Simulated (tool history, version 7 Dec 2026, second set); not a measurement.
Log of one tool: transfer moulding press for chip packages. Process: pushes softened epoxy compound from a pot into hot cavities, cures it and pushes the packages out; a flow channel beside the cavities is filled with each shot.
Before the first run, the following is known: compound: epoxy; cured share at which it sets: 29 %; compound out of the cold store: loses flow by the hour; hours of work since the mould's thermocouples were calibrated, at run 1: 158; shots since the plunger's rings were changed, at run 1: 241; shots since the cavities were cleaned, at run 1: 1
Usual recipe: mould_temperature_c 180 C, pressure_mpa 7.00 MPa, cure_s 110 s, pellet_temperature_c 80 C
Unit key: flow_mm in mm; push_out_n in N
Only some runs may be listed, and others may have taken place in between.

run	day	mould_temperature_c	pressure_mpa	cure_s	pellet_temperature_c	hours of work since the mould's thermocouples were calibrated	shots since the plunger's rings were changed	shots since the cavities were cleaned	incoming compound's hours out of the cold store	flow_mm	push_out_n
1	0.000	180	7.00	110	80	158	241	1	37.7	551	392
2	0.783	180	7.00	110	80	168	390	150	35.5	555	498
3	1.283	180	7.00	110	80	174	485	245	29.7	566	550
4	2.388	180	7.00	110	80	188	695	455	36.1	552	634
# day 2.642: cavities cleaned with cleaning compound and waxed
5	3.517	180	7.00	110	80	201	898	166	31.8	561	507
6	4.446	180	7.00	107	80	212	1075	343	12.6	598	663
# day 5.275: cavities cleaned with cleaning compound and waxed
7	5.600	180	7.00	107	80	225	1282	61	42.9	536	466
# day 5.771: mould's thermocouples calibrated
8	6.612	180	7.00	107	80	10	1459	238	13.1	596	604
9	7.117	180	7.00	107	80	17	1554	333	37.5	544	631
# day 7.479: mould's thermocouples calibrated, once more
# day 8.042: cavities cleaned with cleaning compound and waxed
10	8.346	180	7.00	110	80	10	1761	58	38.2	543	432
11	8.829	180	7.00	110	86	16	1853	150	12.6	593	514
12	9.858	180	7.00	110	86	28	2048	345	40.9	536	558
# day 10.662: cavities cleaned with cleaning compound and waxed
13	10.892	180	7.00	110	86	40	2233	44	22.0	572	411
14	11.688	180	7.00	110	86	50	2384	195	20.1	577	529
15	12.262	179	7.42	133	80	57	2493	304	13.4	607	518
16	13.092	174	8.76	96	85	67	2651	462	31.5	631	1237
# day 13.288: cavities cleaned with cleaning compound and waxed
17	14.217	174	8.76	96	85	81	2853	176	24.6	644	1069
18	15.304	177	7.93	143	87	94	3060	383	33.8	585	497
# day 15.925: cavities cleaned with cleaning compound and waxed
19	16.367	188	8.36	120	89	106	3250	84	13.3	621	366
# day 16.846: plunger's sealing rings changed
20	17.146	173	6.67	120	89	114	58	213	46.8	537	635

Branching from run 20: 5 alternative next runs. What would each branch give?
A	17.921	186	5.94	120	81	124	204	359	27.9	?	?
B	17.921	173	6.67	120	88	124	204	359	39.5	?	?
C	17.921	173	6.67	120	90	124	204	359	8.7	?	?
D	17.921	173	6.67	120	87	124	204	359	16.0	?	?
E	17.921	186	6.67	120	89	124	204	359	30.0	?	?

run	flow_mm	push_out_n
A	517	475
B	546	736
C	612	817
D	597	805
E	542	466
The same runs, with their run-to-run variation unchanged, on a tool lacking any hidden condition would have given:
run	flow_mm	push_out_n
A	518	309
B	547	462
C	612	509
D	598	502
E	543	303

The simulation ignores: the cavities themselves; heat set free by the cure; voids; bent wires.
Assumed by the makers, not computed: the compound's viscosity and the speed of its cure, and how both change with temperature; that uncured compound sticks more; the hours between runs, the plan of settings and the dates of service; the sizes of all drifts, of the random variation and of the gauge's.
